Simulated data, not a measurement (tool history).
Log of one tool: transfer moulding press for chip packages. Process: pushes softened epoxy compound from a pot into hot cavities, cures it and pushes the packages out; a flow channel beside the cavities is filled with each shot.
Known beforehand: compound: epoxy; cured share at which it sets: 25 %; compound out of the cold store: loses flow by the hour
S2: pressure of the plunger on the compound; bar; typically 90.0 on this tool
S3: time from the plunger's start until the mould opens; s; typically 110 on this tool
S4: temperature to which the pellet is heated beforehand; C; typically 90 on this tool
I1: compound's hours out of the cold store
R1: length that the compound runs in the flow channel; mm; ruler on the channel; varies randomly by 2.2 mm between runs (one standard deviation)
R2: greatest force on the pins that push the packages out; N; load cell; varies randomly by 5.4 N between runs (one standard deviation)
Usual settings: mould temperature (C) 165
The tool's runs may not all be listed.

{"run": 1, "day": 0.0, "mould temperature (C)": 165, "S2": 90.0, "S3": 110, "S4": 90, "I1": 43.9, "R1": 438, "R2": 246}
{"run": 2, "day": 0.696, "mould temperature (C)": 165, "S2": 90.0, "S3": 110, "S4": 90, "I1": 23.1, "R1": 499, "R2": 278}
{"day": 1.5, "done": "cavities cleaned with cleaning compound and waxed"}
{"run": 3, "day": 2.071, "mould temperature (C)": 165, "S2": 90.0, "S3": 98, "S4": 90, "I1": 27.9, "R1": 482, "R2": 247}
{"run": 4, "day": 3.429, "mould temperature (C)": 165, "S2": 90.0, "S3": 93, "S4": 90, "I1": 11.6, "R1": 525, "R2": 369}
{"day": 4.1, "done": "cavities cleaned with cleaning compound and waxed"}
{"run": 5, "day": 4.354, "mould temperature (C)": 165, "S2": 90.0, "S3": 93, "S4": 90, "I1": 28.4, "R1": 477, "R2": 256}
{"run": 6, "day": 5.162, "mould temperature (C)": 165, "S2": 90.0, "S3": 93, "S4": 90, "I1": 31.3, "R1": 464, "R2": 316}
{"run": 7, "day": 6.275, "mould temperature (C)": 165, "S2": 73.2, "S3": 110, "S4": 90, "I1": 26.9, "R1": 425, "R2": 285}
{"day": 6.742, "done": "cavities cleaned with cleaning compound and waxed"}
{"run": 8, "day": 7.338, "mould temperature (C)": 165, "S2": 73.2, "S3": 110, "S4": 90, "I1": 19.1, "R1": 442, "R2": 218}
{"day": 7.533, "done": "mould's thermocouples calibrated"}
{"run": 9, "day": 8.3, "mould temperature (C)": 165, "S2": 90.0, "S3": 110, "S4": 90, "I1": 27.0, "R1": 469, "R2": 267}
{"run": 10, "day": 9.117, "mould temperature (C)": 165, "S2": 81.8, "S3": 110, "S4": 90, "I1": 14.3, "R1": 482, "R2": 298}
{"day": 9.475, "done": "cavities cleaned with cleaning compound and waxed"}
{"run": 11, "day": 10.279, "mould temperature (C)": 167, "S2": 90.0, "S3": 110, "S4": 90, "I1": 13.0, "R1": 497, "R2": 222}
{"day": 10.946, "done": "plunger's sealing rings changed"}
{"run": 12, "day": 11.054, "mould temperature (C)": 165, "S2": 90.0, "S3": 94, "S4": 90, "I1": 34.9, "R1": 474, "R2": 307}
{"day": 12.2, "done": "cavities cleaned with cleaning compound and waxed"}
{"run": 13, "day": 12.392, "mould temperature (C)": 165, "S2": 90.0, "S3": 94, "S4": 94, "I1": 9.5, "R1": 549, "R2": 256}
{"run": 14, "day": 13.196, "mould temperature (C)": 165, "S2": 90.0, "S3": 94, "S4": 94, "I1": 30.6, "R1": 479, "R2": 300}

Expected results for the next run?
{"run": 15, "day": 13.8, "mould temperature (C)": 160, "S2": 90.0, "S3": 110, "S4": 90, "I1": 21.8, "R1": "?", "R2": "?"}

For run 15 the tool returned R1 524 mm, R2 379 N.
If the tool had no hidden condition, the same run with the same run-to-run variation would have returned R1 529 mm, R2 248 N.
